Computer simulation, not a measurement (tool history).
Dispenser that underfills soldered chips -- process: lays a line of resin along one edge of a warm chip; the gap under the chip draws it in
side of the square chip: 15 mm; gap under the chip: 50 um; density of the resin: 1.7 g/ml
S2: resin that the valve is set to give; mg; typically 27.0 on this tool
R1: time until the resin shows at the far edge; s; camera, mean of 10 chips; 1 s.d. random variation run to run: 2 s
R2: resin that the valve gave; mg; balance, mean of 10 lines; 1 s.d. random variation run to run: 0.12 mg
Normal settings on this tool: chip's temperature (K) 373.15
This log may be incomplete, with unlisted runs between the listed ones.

Run 1, hour 0.0: usual settings. Result: R1 212.6 s, R2 25.81 mg.
Run 2, hour 5.6: usual settings. Result: R1 244.9 s, R2 25.65 mg.
At hour 6.5: new syringe of resin.
Run 3, hour 9.8: usual settings but chip's temperature (K) 387.15. Result: R1 131.2 s, R2 25.33 mg.
At hour 15.4: new syringe of resin.
Run 4, hour 15.4: usual settings but chip's temperature (K) 363.15. Result: R1 302.2 s, R2 25.70 mg.
Run 5, hour 22.3: usual settings. Result: R1 239.4 s, R2 25.46 mg.
At hour 24.3: new syringe of resin.
Run 6, hour 26.7: usual settings. Result: R1 217.5 s, R2 25.52 mg.
Run 7, hour 31.4: usual settings. Result: R1 243.6 s, R2 25.48 mg.
At hour 33.1: new syringe of resin.
Run 8, hour 38.1: usual settings. Result: R1 228.6 s, R2 25.55 mg.
At hour 41.9: new syringe of resin.
Run 9, hour 42.5: usual settings. Result: R1 207.9 s, R2 25.41 mg.
Run 10, hour 47.5: usual settings. Result: R1 231.7 s, R2 25.02 mg.
At hour 50.9: new syringe of resin.
Run 11, hour 51.2: usual settings but chip's temperature (K) 381.15. Result: R1 148.7 s, R2 25.25 mg.
Run 12, hour 56.1: usual settings but chip's temperature (K) 359.15. Result: R1 399.7 s, R2 25.07 mg.
At hour 59.7: new syringe of resin.
Run 13, hour 60.4: usual settings but S2 29.9 mg. Result: R1 206.5 s, R2 27.77 mg.
Run 14, hour 63.7: usual settings but S2 29.9 mg. Result: R1 225.9 s, R2 27.97 mg.
At hour 68.5: new syringe of resin.
Run 15, hour 69.4: usual settings but S2 29.9 mg. Result: R1 204.9 s, R2 27.74 mg.
Run 16, hour 74.5: usual settings but S2 29.9 mg. Result: R1 235.0 s, R2 27.59 mg.
At hour 77.6: new syringe of resin.
Run 17, hour 79.4: usual settings but S2 29.9 mg. Result: R1 210.0 s, R2 27.54 mg.
Run 18, hour 85.1: usual settings but chip's temperature (K) 363.15, S2 30.5 mg. Result: R1 360.7 s, R2 28.04 mg.
At hour 86.3: new syringe of resin.
Run 19, hour 91.2: usual settings but chip's temperature (K) 380.15. Result: R1 177.5 s, R2 24.81 mg.
At hour 95.0: new syringe of resin.
Run 20, hour 96.1: usual settings but chip's temperature (K) 380.15. Result: R1 163.8 s, R2 24.63 mg.
At hour 103.9: dispensing valve cleaned and set on the balance.
Run 21, hour 104.1: usual settings but chip's temperature (K) 384.15, S2 31.3 mg. Result: R1 156.3 s, R2 31.30 mg.
At hour 104.9: new syringe of resin.
Run 22, hour 110.2: usual settings but chip's temperature (K) 384.15, S2 31.3 mg. Result: R1 143.3 s, R2 31.22 mg.
At hour 113.8: new syringe of resin.
Run 23, hour 115.4: usual settings but chip's temperature (K) 385.15, S2 24.3 mg. Result: R1 137.7 s, R2 24.05 mg.
Run 24, hour 118.6: usual settings but chip's temperature (K) 385.15, S2 24.3 mg. Result: R1 146.4 s, R2 24.09 mg.
At hour 122.8: new syringe of resin.
Run 25, hour 124.2: usual settings but chip's temperature (K) 374.15, S2 34.0 mg. Result: R1 196.5 s, R2 33.50 mg.
Run 26, hour 127.1: usual settings but chip's temperature (K) 374.15, S2 29.3 mg. Result: R1 211.7 s, R2 28.97 mg.
At hour 131.6: new syringe of resin.
Run 27, hour 132.0: usual settings but chip's temperature (K) 360.15, S2 25.4 mg. Result: R1 352.0 s, R2 24.98 mg.
Run 28, hour 138.1: usual settings but chip's temperature (K) 380.15, S2 26.5 mg. Result: R1 182.6 s, R2 26.11 mg.
At hour 140.7: new syringe of resin.
Run 29, hour 143.7: usual settings but chip's temperature (K) 366.15, S2 30.9 mg. Result: R1 281.9 s, R2 30.58 mg.
Run 30, hour 148.6: usual settings but chip's temperature (K) 372.15, S2 27.5 mg. Result: R1 258.4 s, R2 27.03 mg.
At hour 149.9: new syringe of resin.
Run 31, hour 151.8: usual settings but chip's temperature (K) 364.15, S2 23.1 mg. Result: R1 327.8 s, R2 22.55 mg.
At hour 158.6: new syringe of resin.
Run 32, hour 158.6: usual settings but S2 23.1 mg. Result: R1 211.8 s, R2 22.34 mg.
Run 33, hour 165.4: usual settings but chip's temperature (K) 368.15, S2 33.8 mg. Result: R1 278.5 s, R2 32.94 mg.
At hour 167.7: new syringe of resin.
Run 34, hour 170.3: usual settings but chip's temperature (K) 368.15, S2 33.8 mg. Result: R1 249.4 s, R2 32.87 mg.

5 ways to go on from here, each from the tool as it stands after run 34. What would each give?
Run A, hour 173.8: usual settings but chip's temperature (K) 368.15, S2 24.8 mg. Result: R1 ?, R2 ?.
Run B, hour 173.8: usual settings but chip's temperature (K) 367.15, S2 33.8 mg. Result: R1 ?, R2 ?.
Run C, hour 173.8: usual settings but chip's temperature (K) 376.15, S2 32.8 mg. Result: R1 ?, R2 ?.
Run D, hour 173.8: usual settings but chip's temperature (K) 363.15, S2 29.5 mg. Result: R1 ?, R2 ?.
Run E, hour 173.8: usual settings but chip's temperature (K) 365.15, S2 33.8 mg. Result: R1 ?, R2 ?.

run     R1     R2
  A  284.1  24.10
  B  282.2  32.69
  C  197.3  31.85
  D  334.8  28.61
  E  307.1  32.79
What these runs would have given with no unlogged condition in the tool:
run     R1     R2
  A  240.2  24.85
  B  240.3  33.71
  C  168.3  32.85
  D  284.4  29.50
  E  261.6  33.82
